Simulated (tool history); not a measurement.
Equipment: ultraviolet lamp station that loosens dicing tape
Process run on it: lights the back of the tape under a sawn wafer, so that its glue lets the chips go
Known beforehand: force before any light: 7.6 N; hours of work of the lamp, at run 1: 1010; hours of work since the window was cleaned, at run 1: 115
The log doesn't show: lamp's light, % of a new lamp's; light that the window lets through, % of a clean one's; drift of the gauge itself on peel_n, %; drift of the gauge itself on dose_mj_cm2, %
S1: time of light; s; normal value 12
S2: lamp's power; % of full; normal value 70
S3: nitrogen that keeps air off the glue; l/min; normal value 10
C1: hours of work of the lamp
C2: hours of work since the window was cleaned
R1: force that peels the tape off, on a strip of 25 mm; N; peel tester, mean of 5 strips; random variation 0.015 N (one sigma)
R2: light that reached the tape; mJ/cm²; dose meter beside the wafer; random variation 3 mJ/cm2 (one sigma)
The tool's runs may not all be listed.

{"run": 1, "hour": 0.0, "S1": 12, "S2": 70, "S3": 10, "C1": 1010, "C2": 115, "R1": 1.119, "R2": 347}
{"run": 2, "hour": 24.2, "S1": 12, "S2": 70, "S3": 10, "C1": 1027, "C2": 133, "R1": 1.104, "R2": 342}
{"run": 3, "hour": 40.1, "S1": 12, "S2": 70, "S3": 10, "C1": 1039, "C2": 144, "R1": 1.135, "R2": 346}
{"run": 4, "hour": 63.6, "S1": 12, "S2": 70, "S3": 10, "C1": 1056, "C2": 161, "R1": 1.141, "R2": 337}
{"run": 5, "hour": 86.7, "S1": 12, "S2": 70, "S3": 10, "C1": 1072, "C2": 177, "R1": 1.158, "R2": 335}
{"run": 6, "hour": 115.4, "S1": 12, "S2": 86, "S3": 10, "C1": 1092, "C2": 198, "R1": 0.83, "R2": 403}
{"hour": 130.3, "done": "window cleaned of glue's vapour"}
{"run": 7, "hour": 148.8, "S1": 12, "S2": 86, "S3": 10, "C1": 1116, "C2": 13, "R1": 0.958, "R2": 378}
{"run": 8, "hour": 177.0, "S1": 12, "S2": 81, "S3": 10, "C1": 1136, "C2": 33, "R1": 1.05, "R2": 354}
{"run": 9, "hour": 212.3, "S1": 12, "S2": 70, "S3": 10, "C1": 1161, "C2": 58, "R1": 1.429, "R2": 305}
{"run": 10, "hour": 228.1, "S1": 21, "S2": 70, "S3": 10, "C1": 1173, "C2": 70, "R1": 0.496, "R2": 519}
{"run": 11, "hour": 253.7, "S1": 21, "S2": 70, "S3": 10, "C1": 1191, "C2": 88, "R1": 0.496, "R2": 518}
{"run": 12, "hour": 271.8, "S1": 21, "S2": 70, "S3": 10, "C1": 1204, "C2": 101, "R1": 0.516, "R2": 507}
{"run": 13, "hour": 309.6, "S1": 21, "S2": 70, "S3": 10, "C1": 1231, "C2": 128, "R1": 0.525, "R2": 503}
{"hour": 316.9, "done": "window cleaned of glue's vapour, once more"}
{"run": 14, "hour": 327.6, "S1": 21, "S2": 70, "S3": 10, "C1": 1243, "C2": 8, "R1": 0.347, "R2": 599}
{"run": 15, "hour": 345.4, "S1": 21, "S2": 70, "S3": 10, "C1": 1256, "C2": 20, "R1": 0.373, "R2": 602}
{"run": 16, "hour": 363.7, "S1": 10, "S2": 62, "S3": 18, "C1": 1269, "C2": 33, "R1": 1.355, "R2": 255}
{"run": 17, "hour": 388.5, "S1": 12, "S2": 78, "S3": 9, "C1": 1287, "C2": 51, "R1": 1.036, "R2": 378}

Run 18 has not been measured yet. What should we expect?
{"run": 18, "hour": 423.1, "S1": 11, "S2": 60, "S3": 9, "C1": 1311, "C2": 76, "R1": "?", "R2": "?"}

R1: 1.859 N
R2: 262 mJ/cm²
Were there no unlogged condition in the tool, this run, its random variation unchanged, would have produced R1 1.189 N, R2 349 mJ/cm².

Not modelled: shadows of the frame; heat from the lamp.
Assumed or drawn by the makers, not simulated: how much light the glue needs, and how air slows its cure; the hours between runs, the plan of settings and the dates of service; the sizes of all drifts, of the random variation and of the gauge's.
